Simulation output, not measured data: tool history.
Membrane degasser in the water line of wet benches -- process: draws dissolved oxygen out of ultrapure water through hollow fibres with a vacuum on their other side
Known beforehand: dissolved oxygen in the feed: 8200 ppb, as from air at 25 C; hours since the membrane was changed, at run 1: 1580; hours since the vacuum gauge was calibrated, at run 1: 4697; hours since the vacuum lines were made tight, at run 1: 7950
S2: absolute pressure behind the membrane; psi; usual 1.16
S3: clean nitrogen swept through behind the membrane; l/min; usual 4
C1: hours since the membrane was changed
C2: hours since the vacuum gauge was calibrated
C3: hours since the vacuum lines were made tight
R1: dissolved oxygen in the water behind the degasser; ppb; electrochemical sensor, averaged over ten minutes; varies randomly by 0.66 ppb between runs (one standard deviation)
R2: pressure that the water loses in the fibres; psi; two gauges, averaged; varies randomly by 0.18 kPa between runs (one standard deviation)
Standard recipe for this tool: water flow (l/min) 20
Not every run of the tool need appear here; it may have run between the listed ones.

Run 1, hour 0: usual settings; C1 1580; C2 4697; C3 7950. Result: R1 71.4 ppb, R2 4.635 psi.
Run 2, hour 187.6: usual settings; C1 1768; C2 4884; C3 8137. Result: R1 72.5 ppb, R2 4.643 psi.
Run 3, hour 359.5: usual settings but S2 1.369 psi; C1 1940; C2 5056; C3 8309. Result: R1 89.7 ppb, R2 4.628 psi.
Run 4, hour 514.4: usual settings; C1 2094; C2 5211; C3 8464. Result: R1 72.6 ppb, R2 4.537 psi.
Run 5, hour 608: usual settings but water flow (l/min) 23; C1 2188; C2 5305; C3 8558. Result: R1 90.6 ppb, R2 5.317 psi.
Run 6, hour 690: usual settings but water flow (l/min) 21; C1 2270; C2 5387; C3 8639. Result: R1 80.1 ppb, R2 4.78 psi.
Run 7, hour 856.8: usual settings but water flow (l/min) 21; C1 2437; C2 5553; C3 8806. Result: R1 78.8 ppb, R2 4.876 psi.
Run 8, hour 947.7: usual settings but S2 2.002 psi; C1 2528; C2 5644; C3 8897. Result: R1 143.4 ppb, R2 4.635 psi.
Run 9, hour 1079.2: usual settings but S2 0.928 psi; C1 2659; C2 5776; C3 9029. Result: R1 54.3 ppb, R2 4.663 psi.
Run 10, hour 1184.1: usual settings but S2 0.928 psi; C1 2764; C2 5881; C3 9134. Result: R1 53 ppb, R2 4.667 psi.
Run 11, hour 1367.6: usual settings; C1 2948; C2 6064; C3 9317. Result: R1 73.8 ppb, R2 4.599 psi.
Run 12, hour 1491.6: usual settings; C1 3072; C2 6188; C3 9441. Result: R1 72.7 ppb, R2 4.675 psi.
Run 13, hour 1661.6: usual settings; C1 3242; C2 6358; C3 9611. Result: R1 73.2 ppb, R2 4.653 psi.
Run 14, hour 1761.9: usual settings; C1 3342; C2 6458; C3 9711. Result: R1 73.4 ppb, R2 4.615 psi.
Run 15, hour 1961.4: usual settings; C1 3541; C2 6658; C3 9911. Result: R1 74.5 ppb, R2 4.65 psi.
Run 16, hour 2127.4: usual settings; C1 3708; C2 6824; C3 10077. Result: R1 74.7 ppb, R2 4.691 psi.
Run 17, hour 2245.4: usual settings but water flow (l/min) 19, S2 1.765 psi, S3 11.43 l/min; C1 3825; C2 6942; C3 10195. Result: R1 48.8 ppb, R2 4.432 psi.
Run 18, hour 2332.1: usual settings but S2 2.213 psi, S3 8.59 l/min; C1 3912; C2 7029; C3 10282. Result: R1 85.5 ppb, R2 4.644 psi.
Run 19, hour 2503.5: usual settings but S2 0.879 psi, S3 3.48 l/min; C1 4084; C2 7200; C3 10453. Result: R1 56.6 ppb, R2 4.683 psi.
Run 20, hour 2678.2: usual settings but water flow (l/min) 16, S2 0.712 psi, S3 5.31 l/min; C1 4258; C2 7375; C3 10628. Result: R1 19 ppb, R2 3.713 psi.
Run 21, hour 2806: usual settings but water flow (l/min) 18, S2 1.321 psi, S3 1.63 l/min; C1 4386; C2 7503; C3 10756. Result: R1 167.9 ppb, R2 4.247 psi.
At hour 2819.1: vacuum gauge calibrated.
Run 22, hour 2984.9: usual settings but water flow (l/min) 14, S2 0.817 psi, S3 2.66 l/min; C1 4564; C2 166; C3 10934. Result: R1 38.9 ppb, R2 3.236 psi.
Run 23, hour 3119.9: usual settings but S3 2.71 l/min; C1 4699; C2 301; C3 11069. Result: R1 105 ppb, R2 4.643 psi.
Run 24, hour 3304: usual settings but water flow (l/min) 30, S2 1.775 psi, S3 5.1 l/min; C1 4884; C2 485; C3 11253. Result: R1 192.8 ppb, R2 7.014 psi.
Run 25, hour 3405.5: usual settings but water flow (l/min) 22, S2 0.714 psi; C1 4985; C2 586; C3 11354. Result: R1 46.6 ppb, R2 5.163 psi.
Run 26, hour 3559.1: usual settings but S2 2.038 psi, S3 4.94 l/min; C1 5139; C2 740; C3 11508. Result: R1 125.4 ppb, R2 4.663 psi.
At hour 3581.5: vacuum gauge calibrated, once more.
Run 27, hour 3734.9: usual settings but S2 2.038 psi, S3 4.94 l/min; C1 5314; C2 153; C3 11683. Result: R1 124.1 ppb, R2 4.692 psi.
Run 28, hour 3903.6: usual settings but water flow (l/min) 22, S2 1.038 psi, S3 4.67 l/min; C1 5483; C2 322; C3 11852. Result: R1 65.8 ppb, R2 5.187 psi.
Run 29, hour 4061.7: usual settings but water flow (l/min) 26, S2 2.875 psi; C1 5641; C2 480; C3 12010. Result: R1 297 ppb, R2 6.135 psi.
Run 30, hour 4153.9: usual settings but water flow (l/min) 27, S2 2.806 psi; C1 5733; C2 572; C3 12102. Result: R1 299.9 ppb, R2 6.377 psi.
At hour 4223: seals of the vacuum lines changed.
Run 31, hour 4346.8: usual settings but water flow (l/min) 16, S2 0.703 psi, S3 11.41 l/min; C1 5924; C2 763; C3 124. Result: R1 10.7 ppb, R2 3.733 psi.
Run 32, hour 4504.5: usual settings but S2 1.363 psi, S3 2.7 l/min; C1 6082; C2 921; C3 281. Result: R1 124.3 ppb, R2 4.763 psi.

Same runs, no hidden state in the tool, same run-to-run variation:
Unlogged tool condition in this case: membrane still open, %; true pressure behind the membrane over the reading, kPa; air that leaks in behind the membrane, l/min; drift of the gauge itself on oxygen_ppb, %; drift of the gauge itself on loss_of_pressure_kpa, %.
run     R1     R2
  1   67.7  4.589
  2   68.6   4.59
  3   85.4  4.572
  4   68.3  4.476
  5   85.4  5.245
  6   75.3  4.711
  7   73.9  4.802
  8  137.3  4.561
  9   49.8  4.586
 10   48.6  4.586
 11   68.7  4.512
 12   67.6  4.585
 13   67.9  4.559
 14   67.9  4.518
 15   68.7  4.547
 16   68.9  4.582
 17   45.3  4.326
 18   80.4   4.53
 19   50.4  4.564
 20     16  3.614
 21  156.8  4.131
 22   33.3  3.142
 23   95.3  4.506
 24  177.8  6.801
 25   38.4  5.002
 26  116.8  4.514
 27  118.5  4.535
 28   60.8   5.01
 29  285.1  5.919
 30  287.4   6.15
 31    9.4  3.595
 32  120.5  4.583
